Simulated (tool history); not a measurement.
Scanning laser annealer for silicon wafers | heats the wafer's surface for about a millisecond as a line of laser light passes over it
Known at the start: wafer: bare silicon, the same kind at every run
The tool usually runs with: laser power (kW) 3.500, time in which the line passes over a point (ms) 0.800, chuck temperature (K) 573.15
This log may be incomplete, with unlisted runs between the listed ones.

run   hour  laser power (kW)  time in which the line passes over a point (ms)  chuck temperature (K)  highest temperature of the surface (K)
  1    0.0             3.500                                            0.800                 573.15                                 1326.15
  2   15.3             3.500                                            0.800                 552.15                                 1305.15
  3   33.1             3.500                                            0.800                 552.15                                 1304.15
  4   43.4             3.500                                            0.800                 573.15                                 1324.15
  5   57.7             3.500                                            0.800                 573.15                                 1324.15
  6   70.8             3.500                                            0.800                 573.15                                 1324.15
  7   80.4             3.500                                            0.800                 557.15                                 1307.15
  8   92.4             3.500                                            0.770                 573.15                                 1308.15
  9  101.2             3.500                                            0.800                 573.15                                 1323.15
     116.9  -- window over the wafer cleaned
 10  120.3             2.994                                            0.800                 573.15                                 1216.15
 11  127.8             3.500                                            0.800                 564.15                                 1330.15
 12  140.9             3.500                                            0.800                 564.15                                 1328.15
 13  151.7             3.500                                            0.800                 573.15                                 1337.15
 14  166.1             3.500                                            0.800                 573.15                                 1336.15
 15  180.9             3.390                                            0.800                 573.15                                 1311.15
 16  198.9             3.390                                            0.800                 573.15                                 1310.15
 17  213.3             3.500                                            0.800                 573.15                                 1338.15
 18  226.2             3.500                                            0.800                 573.15                                 1338.15
 19  238.8             3.500                                            0.800                 573.15                                 1333.15
 20  254.7             3.500                                            0.800                 573.15                                 1336.15
 21  268.0             3.500                                            0.690                 585.15                                 1293.15
 22  282.5             3.500                                            0.690                 585.15                                 1292.15
 23  295.2             3.373                                            0.800                 566.15                                 1296.15
 24  313.7             3.373                                            0.800                 566.15                                 1296.15
 25  332.0             3.551                                            0.800                 566.15                                 1340.15
 26  343.5             3.095                                            0.800                 584.15                                 1244.15
 27  361.5             3.496                                            0.734                 591.15                                 1320.15
 28  373.0             3.496                                            0.734                 591.15                                 1317.15
 29  387.7             3.057                                            0.599                 596.15                                 1156.15
 30  398.7             3.057                                            0.599                 596.15                                 1161.15
 31  406.2             3.826                                            0.599                 604.15                                 1328.15
 32  424.4             3.029                                            0.613                 613.15                                 1176.15
 33  438.2             3.029                                            0.613                 613.15                                 1174.15
 34  450.4             3.702                                            0.578                 610.15                                 1294.15
 35  459.8             3.702                                            0.578                 610.15                                 1291.15
 36  474.0             3.359                                            0.681                 535.15                                 1201.15
 37  483.8             3.500                                            0.694                 567.15                                 1271.15
 38  497.4             3.311                                            0.565                 573.15                                 1171.15
 39  510.6             3.311                                            0.565                 573.15                                 1169.15
 40  528.7             3.674                                            0.701                 573.15                                 1320.15

5 options for the next run, each taken on its own from the tool as it stands now. Forecast them:
  A  544.9             3.500                                            0.800                 611.15                                       ?
  B  544.9             3.794                                            0.909                 584.15                                       ?
  C  544.9             3.832                                            0.935                 562.15                                       ?
  D  544.9             3.500                                            0.675                 607.15                                       ?
  E  544.9             3.612                                            0.842                 542.15                                       ?

run  highest temperature of the surface (K)
  A                                 1369.15
  B                                 1468.15
  C                                 1469.15
  D                                 1301.15
  E                                 1347.15
What these runs would have given with no unlogged condition in the tool:
run  highest temperature of the surface (K)
  A                                 1386.15
  B                                 1488.15
  C                                 1490.15
  D                                 1317.15
  E                                 1365.15
